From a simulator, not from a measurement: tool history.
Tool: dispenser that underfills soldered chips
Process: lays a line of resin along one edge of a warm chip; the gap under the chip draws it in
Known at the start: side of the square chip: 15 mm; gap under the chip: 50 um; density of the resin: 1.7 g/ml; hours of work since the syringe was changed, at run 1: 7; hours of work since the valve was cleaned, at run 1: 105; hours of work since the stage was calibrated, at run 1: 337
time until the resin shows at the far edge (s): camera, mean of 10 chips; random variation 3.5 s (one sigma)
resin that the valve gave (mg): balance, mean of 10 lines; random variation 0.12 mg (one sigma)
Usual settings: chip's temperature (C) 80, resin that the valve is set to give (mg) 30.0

run	hour	chip's temperature (C)	resin that the valve is set to give (mg)	hours of work since the syringe was changed	hours of work since the valve was cleaned	hours of work since the stage was calibrated	time until the resin shows at the far edge (s)	resin that the valve gave (mg)
1	0.0	80	30.0	7	105	337	583.6	27.67
# hour 0.9: new syringe of resin
# hour 7.2: dispensing valve cleaned and set on the balance
2	10.3	80	28.7	7	2	344	563.2	28.58
# hour 12.3: new syringe of resin
3	18.2	80	30.0	5	8	350	502.3	29.60
# hour 22.4: new syringe of resin
4	23.8	80	30.0	1	13	354	397.7	29.72
5	31.1	80	30.0	7	18	360	559.3	29.63
# hour 32.5: new syringe of resin
6	40.7	80	30.0	6	26	367	558.0	29.52
# hour 42.9: new syringe of resin
7	48.4	80	30.0	4	31	373	503.3	29.29
# hour 53.7: new syringe of resin
8	58.7	84	30.9	4	39	380	416.0	30.28
# hour 63.8: new syringe of resin
9	69.7	82	26.5	5	48	389	488.5	25.51

Forecast run 10:
# hour 74.3: new syringe of resin
10	79.7	72	30.0	4	55	396	?	?

{"run 10": {"time until the resin shows at the far edge (s)": 705.9, "resin that the valve gave (mg)": 28.82}}
Without the tool's hidden state the same run would have given time until the resin shows at the far edge (s) 486.2, resin that the valve gave (mg) 30.03.

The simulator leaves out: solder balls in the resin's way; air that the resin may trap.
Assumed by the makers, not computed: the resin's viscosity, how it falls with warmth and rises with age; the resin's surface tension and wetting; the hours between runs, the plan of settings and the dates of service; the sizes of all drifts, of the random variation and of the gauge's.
